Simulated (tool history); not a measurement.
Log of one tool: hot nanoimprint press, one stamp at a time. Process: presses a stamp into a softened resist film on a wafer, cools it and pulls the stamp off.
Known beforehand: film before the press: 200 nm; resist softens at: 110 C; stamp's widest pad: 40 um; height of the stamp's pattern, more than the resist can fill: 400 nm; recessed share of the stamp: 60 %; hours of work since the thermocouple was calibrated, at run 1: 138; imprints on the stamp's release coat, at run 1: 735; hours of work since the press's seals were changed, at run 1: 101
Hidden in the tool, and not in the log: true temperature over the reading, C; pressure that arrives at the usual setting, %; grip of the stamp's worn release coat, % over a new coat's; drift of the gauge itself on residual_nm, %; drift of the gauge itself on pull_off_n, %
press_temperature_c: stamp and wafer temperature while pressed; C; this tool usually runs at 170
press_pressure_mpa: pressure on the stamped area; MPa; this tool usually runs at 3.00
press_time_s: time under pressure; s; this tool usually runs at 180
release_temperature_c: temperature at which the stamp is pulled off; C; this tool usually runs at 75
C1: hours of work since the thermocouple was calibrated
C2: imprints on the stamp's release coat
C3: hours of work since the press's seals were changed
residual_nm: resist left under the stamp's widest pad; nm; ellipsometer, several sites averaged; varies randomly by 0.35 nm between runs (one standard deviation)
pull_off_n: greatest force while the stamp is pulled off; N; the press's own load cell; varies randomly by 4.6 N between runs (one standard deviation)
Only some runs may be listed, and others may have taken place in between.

Run 1, day 0.000: usual settings; C1 138; C2 735; C3 101. Result: residual_nm 100.9 nm, pull_off_n 232 N.
Run 2, day 0.646: usual settings; C1 145; C2 765; C3 108. Result: residual_nm 101.3 nm, pull_off_n 223 N.
Run 3, day 1.288: usual settings but press_temperature_c 162 C; C1 151; C2 794; C3 114. Result: residual_nm 135.3 nm, pull_off_n 227 N.
Run 4, day 1.892: usual settings; C1 157; C2 821; C3 120. Result: residual_nm 100.7 nm, pull_off_n 221 N.
Run 5, day 2.342: usual settings; C1 161; C2 842; C3 124. Result: residual_nm 101.1 nm, pull_off_n 230 N.
Run 6, day 2.850: usual settings; C1 166; C2 865; C3 129. Result: residual_nm 101.0 nm, pull_off_n 216 N.
Run 7, day 3.296: usual settings; C1 170; C2 885; C3 133. Result: residual_nm 100.1 nm, pull_off_n 216 N.
Run 8, day 3.733: usual settings; C1 174; C2 905; C3 137. Result: residual_nm 100.5 nm, pull_off_n 227 N.
Run 9, day 4.046: usual settings but release_temperature_c 80 C; C1 177; C2 919; C3 141. Result: residual_nm 100.6 nm, pull_off_n 218 N.
Run 10, day 4.346: usual settings but release_temperature_c 80 C; C1 180; C2 933; C3 143. Result: residual_nm 101.2 nm, pull_off_n 213 N.
Run 11, day 4.729: usual settings; C1 184; C2 950; C3 147. Result: residual_nm 100.7 nm, pull_off_n 222 N.
Run 12, day 5.279: usual settings; C1 189; C2 975; C3 152. Result: residual_nm 101.0 nm, pull_off_n 222 N.
Run 13, day 5.792: usual settings; C1 194; C2 998; C3 157. Result: residual_nm 100.9 nm, pull_off_n 226 N.
Run 14, day 6.342: usual settings; C1 200; C2 1023; C3 163. Result: residual_nm 100.6 nm, pull_off_n 229 N.
Run 15, day 6.946: usual settings; C1 205; C2 1051; C3 169. Result: residual_nm 101.2 nm, pull_off_n 221 N.
Run 16, day 7.342: usual settings but press_temperature_c 181 C, press_pressure_mpa 3.08 MPa, press_time_s 231 s, release_temperature_c 74 C; C1 209; C2 1069; C3 172. Result: residual_nm 57.8 nm, pull_off_n 232 N.
Run 17, day 7.912: usual settings but press_temperature_c 181 C, press_pressure_mpa 3.08 MPa, press_time_s 231 s, release_temperature_c 74 C; C1 215; C2 1094; C3 178. Result: residual_nm 57.8 nm, pull_off_n 224 N.
Run 18, day 8.308: usual settings but press_pressure_mpa 1.91 MPa, press_time_s 103 s; C1 219; C2 1112; C3 182. Result: residual_nm 140.3 nm, pull_off_n 224 N.
Run 19, day 8.871: usual settings but press_temperature_c 159 C, press_pressure_mpa 4.73 MPa, press_time_s 103 s; C1 224; C2 1138; C3 187. Result: residual_nm 150.1 nm, pull_off_n 237 N.
Run 20, day 9.217: usual settings but press_temperature_c 164 C, press_pressure_mpa 2.39 MPa, press_time_s 202 s; C1 227; C2 1154; C3 190. Result: residual_nm 130.8 nm, pull_off_n 224 N.
At day 9.788: stamp cleaned and given a new release coat.
Run 21, day 10.125: usual settings but press_pressure_mpa 4.77 MPa, press_time_s 116 s, release_temperature_c 77 C; C1 234; C2 16; C3 197. Result: residual_nm 98.3 nm, pull_off_n 214 N.
Run 22, day 10.725: usual settings but press_pressure_mpa 4.28 MPa, press_time_s 95 s, release_temperature_c 77 C; C1 240; C2 43; C3 203. Result: residual_nm 110.6 nm, pull_off_n 222 N.
Run 23, day 11.267: usual settings but press_temperature_c 178 C, press_pressure_mpa 4.05 MPa; C1 245; C2 67; C3 208. Result: residual_nm 63.7 nm, pull_off_n 225 N.
Run 24, day 11.771: usual settings but press_temperature_c 160 C, press_pressure_mpa 3.66 MPa, press_time_s 127 s; C1 250; C2 90; C3 213. Result: residual_nm 147.9 nm, pull_off_n 220 N.
At day 12.262: plate thermocouple calibrated.
Run 25, day 12.504: usual settings but press_temperature_c 160 C, press_pressure_mpa 3.66 MPa, press_time_s 127 s; C1 2; C2 118; C3 219. Result: residual_nm 148.1 nm, pull_off_n 226 N.
Run 26, day 12.821: usual settings but press_temperature_c 160 C, release_temperature_c 66 C; C1 5; C2 132; C3 222. Result: residual_nm 143.2 nm, pull_off_n 237 N.
Run 27, day 13.308: usual settings but press_temperature_c 160 C, release_temperature_c 66 C; C1 10; C2 154; C3 226. Result: residual_nm 144.1 nm, pull_off_n 248 N.
Run 28, day 13.742: usual settings but press_temperature_c 160 C, release_temperature_c 66 C; C1 14; C2 174; C3 231. Result: residual_nm 144.0 nm, pull_off_n 246 N.
Run 29, day 14.229: usual settings but press_temperature_c 163 C, press_pressure_mpa 2.91 MPa, press_time_s 328 s; C1 19; C2 196; C3 235. Result: residual_nm 109.5 nm, pull_off_n 229 N.

4 ways to go on from here, each from the tool as it stands after run 29. What would each give?
Run A, day 14.654: usual settings but press_pressure_mpa 2.35 MPa, press_time_s 174 s; C1 23; C2 215; C3 239. Result: residual_nm ?, pull_off_n ?.
Run B, day 14.654: usual settings but press_time_s 114 s, release_temperature_c 61 C; C1 23; C2 215; C3 239. Result: residual_nm ?, pull_off_n ?.
Run C, day 14.654: usual settings but press_temperature_c 169 C; C1 23; C2 215; C3 239. Result: residual_nm ?, pull_off_n ?.
Run D, day 14.654: usual settings but press_temperature_c 178 C, press_pressure_mpa 4.35 MPa, press_time_s 328 s; C1 23; C2 215; C3 239. Result: residual_nm ?, pull_off_n ?.

run  residual_nm  pull_off_n
  A        111.8         228
  B        118.0         255
  C        104.5         231
  D         46.8         227
Without the tool's hidden state the same runs would have given:
run  residual_nm  pull_off_n
  A        111.8         227
  B        118.0         254
  C        104.5         231
  D         46.8         227
